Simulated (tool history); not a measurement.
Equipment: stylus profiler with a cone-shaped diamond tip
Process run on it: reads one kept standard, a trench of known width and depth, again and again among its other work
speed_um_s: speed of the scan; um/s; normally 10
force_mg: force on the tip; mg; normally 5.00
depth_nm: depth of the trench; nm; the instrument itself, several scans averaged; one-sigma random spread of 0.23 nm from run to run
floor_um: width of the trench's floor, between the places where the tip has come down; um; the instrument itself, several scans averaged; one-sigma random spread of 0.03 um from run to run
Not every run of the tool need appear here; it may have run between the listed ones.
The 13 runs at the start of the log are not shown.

run,day,speed_um_s,force_mg,depth_nm,floor_um
14,7.988,8,5.00,1021.47,26.38
15,8.458,10,5.00,1021.45,26.27
16,9.221,10,5.00,1021.49,26.32
17,9.958,10,5.00,1021.44,26.30
18,10.688,39,1.80,1011.61,26.16
19,11.525,23,5.47,1023.02,26.30
20,12.062,2,11.67,1036.53,26.31
21,12.912,2,11.67,1036.93,26.37
22,13.421,6,5.00,1021.25,26.32
23,14.183,10,9.65,1032.44,26.29
24,14.542,7,2.02,1012.55,26.26
25,15.008,37,4.57,1020.12,26.16
26,15.492,8,14.92,1043.12,26.24
27,16.100,8,14.92,1042.85,26.28
28,16.892,8,14.92,1043.10,26.23
29,17.617,18,12.66,1039.19,26.27
30,17.992,3,5.96,1024.54,26.23
31,18.500,3,5.96,1024.20,26.26
32,19.346,3,5.96,1024.57,26.26
33,19.929,9,9.94,1033.67,26.22

3 ways to go on from here, each from the tool as it stands after run 33. What would each give?
A,20.550,14,4.33,?,?
B,20.550,9,6.82,?,?
C,20.550,27,10.11,?,?

run,depth_nm,floor_um
A,1020.36,26.22
B,1026.76,26.23
C,1034.07,26.23
What these runs would have given with no unlogged condition in the tool:
run,depth_nm,floor_um
A,1018.31,26.50
B,1024.69,26.51
C,1031.99,26.51
